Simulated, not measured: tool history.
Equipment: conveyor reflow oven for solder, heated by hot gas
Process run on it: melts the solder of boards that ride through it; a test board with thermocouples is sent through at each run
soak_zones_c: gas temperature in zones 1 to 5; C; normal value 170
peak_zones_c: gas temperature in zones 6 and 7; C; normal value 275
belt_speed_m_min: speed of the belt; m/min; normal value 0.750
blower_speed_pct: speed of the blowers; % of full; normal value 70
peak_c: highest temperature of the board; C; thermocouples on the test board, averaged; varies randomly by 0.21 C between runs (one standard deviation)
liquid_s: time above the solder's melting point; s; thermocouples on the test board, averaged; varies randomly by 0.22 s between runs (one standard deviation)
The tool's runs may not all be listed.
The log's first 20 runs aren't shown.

run    day  soak_zones_c  peak_zones_c  belt_speed_m_min  blower_speed_pct  peak_c  liquid_s
 21  5.133           170           277             0.771                65   260.8      38.1
 22  5.379           170           264             0.771                54   247.0      31.5
 23  5.679           170           264             0.771                54   246.5      31.6
     5.925  -- flux residue cleaned out of gas plates and filters
 24  6.117           170           264             0.771                54   248.5      33.0
 25  6.433           170           264             0.771                54   248.5      32.9
 26  6.612           170           277             0.892                53   253.9      30.4
 27  6.875           158           277             0.892                53   251.8      27.2
 28  7.179           162           275             0.870                69   255.8      30.2
 29  7.388           162           275             0.870                69   255.6      29.8
 30  7.596           180           283             0.750                88   273.0      44.9
 31  7.912           176           275             0.750                70   262.9      41.4

Forecast each of these 4 alternatives for the next run:
  A  8.208           163           271             0.898                70       ?         ?
  B  8.208           170           275             0.820                83       ?         ?
  C  8.208           170           275             0.620                70       ?         ?
  D  8.208           170           275             0.759                84       ?         ?

run  peak_c  liquid_s
  A   251.2      27.8
  B   261.1      36.0
  C   267.0      50.7
  D   263.2      40.4
With the hidden condition removed and each run's random variation left untouched, the same runs would have given:
run  peak_c  liquid_s
  A   251.2      27.6
  B   261.2      35.7
  C   267.0      50.1
  D   263.3      40.0
